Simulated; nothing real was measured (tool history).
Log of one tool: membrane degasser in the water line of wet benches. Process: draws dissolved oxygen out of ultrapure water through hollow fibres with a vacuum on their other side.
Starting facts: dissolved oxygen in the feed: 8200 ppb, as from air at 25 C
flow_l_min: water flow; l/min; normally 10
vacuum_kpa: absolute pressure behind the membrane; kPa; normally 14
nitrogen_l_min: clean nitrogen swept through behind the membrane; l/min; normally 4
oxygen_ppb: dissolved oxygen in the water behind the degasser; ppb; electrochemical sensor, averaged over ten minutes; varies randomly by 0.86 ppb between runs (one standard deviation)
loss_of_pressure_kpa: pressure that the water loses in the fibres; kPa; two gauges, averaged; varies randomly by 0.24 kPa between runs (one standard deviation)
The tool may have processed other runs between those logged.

run	hour	flow_l_min	vacuum_kpa	nitrogen_l_min	oxygen_ppb	loss_of_pressure_kpa
1	0	10	14	4	88	62.79
2	89.5	10	14	4	87.2	62.85
3	128.2	10	23.3	4	147.7	62.97
4	207	10	18.9	4	115.7	63
5	282.3	10	23.1	4	142.5	62.96
6	345.1	10	14	4	86.4	63.14
7	416.7	10	14	4	87.2	63.26
8	478.9	10	14	4	88	63.59
9	522	10	14	4	88.1	63.36
10	568.4	10	14	4	88.4	63.54
11	619	10	14	4	89.2	63.29
12	668.2	10	14	4	89.4	63.66
13	744.9	10	14	4	87.7	63.32
14	809.4	10	14	4	88.5	63.6
15	896.1	10	9.5	4	61	63.57
16	954.4	6	14	4	44.1	37.96
17	1011.5	6	34.8	11.77	44.3	38.27
18	1079.9	7	9.6	4	33.3	44.03
19	1124.6	10	32.1	2.09	354.4	63.48
20	1216.6	10	32.1	2.09	355.7	63.78
21	1305.4	10	20.6	8.2	74.2	63.61
# hour 1311.6: vacuum gauge calibrated
22	1347.6	10	20.6	8.2	76.1	64.21
23	1441.4	10	20.6	8.2	76	63.88

Expected results for the next run?
24	1510.6	11	29.7	2.26	?	?

{"run 24": {"oxygen_ppb": 346.4, "loss_of_pressure_kpa": 70.81}}
On a tool with no hidden condition, and with the same random variation, this run would have come out at oxygen_ppb 324.8 ppb, loss_of_pressure_kpa 66.89 kPa.
